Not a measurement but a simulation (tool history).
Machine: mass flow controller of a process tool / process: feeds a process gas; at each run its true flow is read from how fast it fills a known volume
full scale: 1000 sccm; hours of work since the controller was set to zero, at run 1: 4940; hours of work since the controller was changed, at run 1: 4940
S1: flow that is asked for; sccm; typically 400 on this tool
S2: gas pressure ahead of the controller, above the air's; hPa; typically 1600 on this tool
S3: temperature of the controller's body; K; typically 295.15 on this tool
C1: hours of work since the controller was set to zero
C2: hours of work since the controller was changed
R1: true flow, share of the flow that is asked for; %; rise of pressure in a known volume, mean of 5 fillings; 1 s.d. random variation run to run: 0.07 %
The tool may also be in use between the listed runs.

| run | hour | S1 | S2 | S3 | C1 | C2 | R1 |
|---|---|---|---|---|---|---|---|
| 1 | 0 | 400 | 1600 | 295.15 | 4940 | 4940 | 99.2 |
| 2 | 49.3 | 400 | 1600 | 295.15 | 4958 | 4958 | 99.15 |
| 3 | 106.8 | 400 | 1600 | 295.15 | 4979 | 4979 | 98.92 |
| 4 | 172 | 400 | 1600 | 299.15 | 5004 | 5004 | 99.17 |
| 5 | 220.8 | 400 | 1600 | 299.15 | 5022 | 5022 | 99.1 |
| 6 | 260.8 | 400 | 1600 | 299.15 | 5037 | 5037 | 99 |
| 7 | 308.5 | 400 | 1600 | 299.15 | 5055 | 5055 | 98.98 |
| 8 | 389 | 400 | 1600 | 299.15 | 5085 | 5085 | 98.74 |
| 9 | 468.7 | 400 | 1600 | 299.15 | 5114 | 5114 | 98.64 |
| 10 | 547.2 | 366 | 1600 | 294.15 | 5144 | 5144 | 98.22 |
| 11 | 609.4 | 399 | 1790 | 305.15 | 5167 | 5167 | 98.87 |
| 12 | 643.6 | 165 | 1790 | 294.15 | 5180 | 5180 | 98.19 |
| 13 | 679.2 | 165 | 1790 | 294.15 | 5193 | 5193 | 98.12 |

Predict each of these 5 candidate next runs independently; none follows another, all start after run 13:
| A | 759.1 | 400 | 2720 | 302.15 | 5223 | 5223 | ? |
| B | 759.1 | 649 | 1790 | 294.15 | 5223 | 5223 | ? |
| C | 759.1 | 556 | 1600 | 295.15 | 5223 | 5223 | ? |
| D | 759.1 | 136 | 1470 | 300.15 | 5223 | 5223 | ? |
| E | 759.1 | 151 | 1790 | 294.15 | 5223 | 5223 | ? |

| run | R1 |
|---|---|
| A | 99.22 |
| B | 98.3 |
| C | 98.19 |
| D | 98.05 |
| E | 97.94 |
Take away the tool's hidden state, keep each run's random variation, and the runs would have read:
| run | R1 |
|---|---|
| A | 100.4 |
| B | 99.46 |
| C | 99.35 |
| D | 99.22 |
| E | 99.11 |
